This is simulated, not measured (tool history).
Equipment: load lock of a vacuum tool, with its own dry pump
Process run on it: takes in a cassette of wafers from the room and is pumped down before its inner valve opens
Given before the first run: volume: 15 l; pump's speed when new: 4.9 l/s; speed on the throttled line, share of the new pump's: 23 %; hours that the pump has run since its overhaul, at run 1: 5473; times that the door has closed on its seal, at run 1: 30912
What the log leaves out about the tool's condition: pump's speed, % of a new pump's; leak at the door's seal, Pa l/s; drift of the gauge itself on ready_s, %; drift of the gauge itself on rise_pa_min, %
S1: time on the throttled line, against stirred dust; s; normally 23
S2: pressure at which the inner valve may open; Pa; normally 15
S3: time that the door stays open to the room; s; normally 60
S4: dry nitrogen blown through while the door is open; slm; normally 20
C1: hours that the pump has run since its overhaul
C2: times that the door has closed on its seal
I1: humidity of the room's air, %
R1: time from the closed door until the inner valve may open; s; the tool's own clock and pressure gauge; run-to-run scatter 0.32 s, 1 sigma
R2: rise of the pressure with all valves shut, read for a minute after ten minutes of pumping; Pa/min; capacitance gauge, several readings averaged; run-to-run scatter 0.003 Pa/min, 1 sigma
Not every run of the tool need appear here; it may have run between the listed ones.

Run 1, day 0: usual settings; C1 5473; C2 30912; I1 45.2. Result: R1 46.9 s, R2 0.288 Pa/min.
Run 2, day 10.312: usual settings; C1 5721; C2 31673; I1 45.4. Result: R1 47.4 s, R2 0.301 Pa/min.
Run 3, day 16.975: usual settings; C1 5881; C2 32164; I1 45.8. Result: R1 47.1 s, R2 0.302 Pa/min.
Run 4, day 23.858: usual settings; C1 6046; C2 32672; I1 42.1. Result: R1 47.1 s, R2 0.305 Pa/min.
Run 5, day 31.108: usual settings but S2 11 Pa; C1 6220; C2 33207; I1 45.5. Result: R1 48.5 s, R2 0.319 Pa/min.
Run 6, day 36.783: usual settings; C1 6356; C2 33626; I1 44.7. Result: R1 47.6 s, R2 0.311 Pa/min.
Run 7, day 45.429: usual settings; C1 6564; C2 34264; I1 44.3. Result: R1 47.2 s, R2 0.335 Pa/min.
Run 8, day 55.383: usual settings; C1 6803; C2 34999; I1 40.4. Result: R1 47.4 s, R2 0.33 Pa/min.
Run 9, day 62.221: usual settings; C1 6967; C2 35504; I1 42.9. Result: R1 47.8 s, R2 0.341 Pa/min.
Run 10, day 72.512: usual settings but S4 5 slm; C1 7214; C2 36263; I1 46.1. Result: R1 47.8 s, R2 0.364 Pa/min.
Run 11, day 77.988: usual settings but S4 5 slm; C1 7345; C2 36667; I1 46.1. Result: R1 48 s, R2 0.371 Pa/min.
Run 12, day 84.575: usual settings but S1 38 s, S4 5 slm; C1 7503; C2 37153; I1 48.8. Result: R1 58.8 s, R2 0.382 Pa/min.
Run 13, day 90.617: usual settings but S1 38 s, S4 5 slm; C1 7648; C2 37599; I1 46.3. Result: R1 59.2 s, R2 0.389 Pa/min.
Run 14, day 101.104: usual settings but S1 38 s, S4 5 slm; C1 7900; C2 38373; I1 45.8. Result: R1 59 s, R2 0.391 Pa/min.
Run 15, day 108.7: usual settings but S1 38 s, S4 5 slm; C1 8082; C2 38934; I1 43.3. Result: R1 59.3 s, R2 0.406 Pa/min.
Run 16, day 118.508: usual settings but S1 38 s, S4 5 slm; C1 8318; C2 39658; I1 44.1. Result: R1 59.5 s, R2 0.405 Pa/min.
Run 17, day 129.642: usual settings but S1 38 s, S2 13 Pa, S4 5 slm; C1 8585; C2 40479; I1 43.1. Result: R1 60.3 s, R2 0.421 Pa/min.
Run 18, day 139.717: usual settings but S1 14 s, S2 13 Pa, S4 5 slm; C1 8827; C2 41223; I1 42.5. Result: R1 42.3 s, R2 0.424 Pa/min.
Run 19, day 145.679: usual settings but S1 44 s, S2 26 Pa, S3 99 s, S4 6 slm; C1 8970; C2 41663; I1 45.9. Result: R1 61.7 s, R2 0.462 Pa/min.

The next listed run, before its measurement:
Run 20, day 152.925: usual settings but S2 11 Pa, S3 183 s, S4 10 slm; C1 9144; C2 42198; I1 47.6. Result: R1 ?, R2 ?.

Run 20 came out at R1 49.5 s, R2 0.513 Pa/min.
The same run, on a tool lacking any hidden state, would have yielded R1 45.3 s, R2 0.14 Pa/min.

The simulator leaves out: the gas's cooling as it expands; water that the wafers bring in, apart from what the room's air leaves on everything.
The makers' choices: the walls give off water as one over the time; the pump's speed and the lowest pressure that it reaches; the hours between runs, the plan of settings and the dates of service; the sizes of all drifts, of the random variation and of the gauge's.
